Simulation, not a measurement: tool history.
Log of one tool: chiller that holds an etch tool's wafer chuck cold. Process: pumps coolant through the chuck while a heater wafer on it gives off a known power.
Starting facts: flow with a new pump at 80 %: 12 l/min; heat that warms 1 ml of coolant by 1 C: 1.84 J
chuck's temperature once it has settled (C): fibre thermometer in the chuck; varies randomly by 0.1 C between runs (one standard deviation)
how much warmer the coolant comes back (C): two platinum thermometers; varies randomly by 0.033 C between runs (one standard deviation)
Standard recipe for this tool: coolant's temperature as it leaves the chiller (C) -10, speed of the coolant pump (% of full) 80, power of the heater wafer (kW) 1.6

| run | hour | coolant's temperature as it leaves the chiller (C) | speed of the coolant pump (% of full) | power of the heater wafer (kW) | chuck's temperature once it has settled (C) | how much warmer the coolant comes back (C) |
|---|---|---|---|---|---|---|
| 1 | 0 | -10 | 80 | 1.6 | 3.3 | 4.37 |
| 2 | 133 | -10 | 80 | 1.6 | 3.1 | 4.35 |
| 3 | 227.7 | -10 | 79 | 1.6 | 3.4 | 4.36 |
| 4 | 309.9 | -10 | 79 | 1.6 | 3.3 | 4.31 |
| 5 | 425 | -10 | 80 | 0.974 | -2 | 2.63 |
| 6 | 533.6 | -10 | 80 | 0.974 | -2.1 | 2.65 |
| 7 | 625.2 | -10 | 80 | 1.6 | 2.9 | 4.31 |
| 8 | 712.6 | -10 | 80 | 1.6 | 2.9 | 4.28 |
| 9 | 870.3 | -10 | 66 | 1.6 | 4.8 | 5.27 |
| 10 | 985.2 | -10 | 81 | 1.6 | 3.1 | 4.26 |
| 11 | 1103.6 | -10 | 81 | 1.6 | 3.1 | 4.21 |
| 12 | 1235.4 | -10 | 81 | 1.6 | 3 | 4.26 |
| 13 | 1396.5 | -10 | 81 | 1.6 | 3.1 | 4.17 |
| 14 | 1478.1 | -10 | 81 | 1.6 | 3.1 | 4.19 |

Run 15, settings as shown, results not yet in. Your forecast:
| 15 | 1634.9 | -10 | 81 | 1.6 | ? | ? |

{"run 15": {"chuck's temperature once it has settled (C)": 3.1, "how much warmer the coolant comes back (C)": 4.14}}
If the tool had no hidden condition, the same run with the same run-to-run variation would have returned chuck's temperature once it has settled (C) 3.1, how much warmer the coolant comes back (C) 4.23.
